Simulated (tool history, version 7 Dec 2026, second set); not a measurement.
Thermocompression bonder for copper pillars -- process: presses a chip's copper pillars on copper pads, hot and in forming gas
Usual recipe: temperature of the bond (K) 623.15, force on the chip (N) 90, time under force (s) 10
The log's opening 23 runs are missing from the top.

| run | hour | temperature of the bond (K) | force on the chip (N) | time under force (s) | force that shears a chip off (N) |
|---|---|---|---|---|---|
| 24 | 148.2 | 652.15 | 132 | 15 | 74.4 |
| 25 | 156.4 | 602.15 | 124 | 21 | 55.3 |
| 26 | 161.7 | 610.15 | 88 | 10 | 39.6 |
| 27 | 167.6 | 625.15 | 85 | 10 | 45.1 |
| 28 | 176.1 | 641.15 | 90 | 18 | 63.9 |
| 29 | 180.6 | 641.15 | 90 | 18 | 65.5 |
| 30 | 186.5 | 612.15 | 88 | 6 | 33.1 |
| 31 | 195.7 | 612.15 | 88 | 6 | 33.2 |
| 32 | 200.3 | 624.15 | 98 | 15 | 55.1 |
| 33 | 209.5 | 627.15 | 67 | 10 | 40.1 |
| 34 | 218.5 | 645.15 | 124 | 12 | 68.1 |

3 options for the next run, each taken on its own from the tool as it stands now. Forecast them:
| A | 223.1 | 641.15 | 90 | 10 | ? |
| B | 223.1 | 609.15 | 81 | 8 | ? |
| C | 223.1 | 623.15 | 90 | 13 | ? |

| run | force that shears a chip off (N) |
|---|---|
| A | 53.3 |
| B | 34.1 |
| C | 49.9 |
The same runs, with their run-to-run variation unchanged, on a tool lacking any hidden condition would have given:
| run | force that shears a chip off (N) |
|---|---|
| A | 53.4 |
| B | 34.2 |
| C | 50 |

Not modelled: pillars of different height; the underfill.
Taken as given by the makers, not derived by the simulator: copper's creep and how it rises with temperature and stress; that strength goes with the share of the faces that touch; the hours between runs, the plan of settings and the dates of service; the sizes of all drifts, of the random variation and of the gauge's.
